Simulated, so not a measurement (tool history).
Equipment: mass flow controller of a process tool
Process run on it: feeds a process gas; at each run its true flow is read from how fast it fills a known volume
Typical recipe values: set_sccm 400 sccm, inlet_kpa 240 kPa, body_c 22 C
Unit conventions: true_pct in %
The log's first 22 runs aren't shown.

run 23 hour=4350.5 | set_sccm=868 inlet_kpa=240 body_c=22 | true_pct=100.20
run 24 hour=4510.1 | set_sccm=400 inlet_kpa=240 body_c=26 | true_pct=99.79
run 25 hour=4685.2 | set_sccm=400 inlet_kpa=240 body_c=26 | true_pct=99.90
run 26 hour=4867.3 | set_sccm=400 inlet_kpa=240 body_c=26 | true_pct=99.82
run 27 hour=5017.8 | set_sccm=209 inlet_kpa=167 body_c=26 | true_pct=100.92
-- hour=5035.7 controller's zero set anew
run 28 hour=5161.0 | set_sccm=209 inlet_kpa=205 body_c=23 | true_pct=101.51
run 29 hour=5402.0 | set_sccm=209 inlet_kpa=205 body_c=23 | true_pct=101.56
-- hour=5527.9 controller's zero set anew, once more
run 30 hour=5655.1 | set_sccm=209 inlet_kpa=225 body_c=27 | true_pct=98.67
run 31 hour=5806.8 | set_sccm=400 inlet_kpa=240 body_c=22 | true_pct=98.74
run 32 hour=6027.1 | set_sccm=400 inlet_kpa=240 body_c=22 | true_pct=98.67
run 33 hour=6259.3 | set_sccm=400 inlet_kpa=240 body_c=22 | true_pct=98.95
run 34 hour=6399.7 | set_sccm=303 inlet_kpa=187 body_c=22 | true_pct=99.19
run 35 hour=6600.7 | set_sccm=303 inlet_kpa=187 body_c=22 | true_pct=99.13
run 36 hour=6834.1 | set_sccm=303 inlet_kpa=187 body_c=22 | true_pct=99.22
run 37 hour=6954.5 | set_sccm=282 inlet_kpa=240 body_c=21 | true_pct=98.84
run 38 hour=7176.8 | set_sccm=400 inlet_kpa=274 body_c=21 | true_pct=98.73
run 39 hour=7285.9 | set_sccm=400 inlet_kpa=274 body_c=21 | true_pct=98.79
run 40 hour=7514.8 | set_sccm=407 inlet_kpa=274 body_c=29 | true_pct=99.04
run 41 hour=7677.3 | set_sccm=407 inlet_kpa=274 body_c=29 | true_pct=99.14
run 42 hour=7936.1 | set_sccm=407 inlet_kpa=274 body_c=29 | true_pct=99.15
run 43 hour=8191.9 | set_sccm=400 inlet_kpa=240 body_c=28 | true_pct=99.50
run 44 hour=8311.0 | set_sccm=759 inlet_kpa=166 body_c=33 | true_pct=100.61
run 45 hour=8422.2 | set_sccm=289 inlet_kpa=188 body_c=22 | true_pct=99.45
run 46 hour=8545.0 | set_sccm=273 inlet_kpa=190 body_c=29 | true_pct=99.72
run 47 hour=8673.5 | set_sccm=400 inlet_kpa=190 body_c=22 | true_pct=99.61

What if the next run were any one of these 3? Each begins from the tool's condition after run 47:
run A hour=8831.8 | set_sccm=130 inlet_kpa=216 body_c=31 | true_pct=?
run B hour=8831.8 | set_sccm=634 inlet_kpa=158 body_c=22 | true_pct=?
run C hour=8831.8 | set_sccm=393 inlet_kpa=187 body_c=35 | true_pct=?

run=A true_pct=100.06
run=B true_pct=100.18
run=C true_pct=100.07
With the hidden condition removed and each run's random variation left untouched, the same runs would have given:
run=A true_pct=98.26
run=B true_pct=99.45
run=C true_pct=99.17
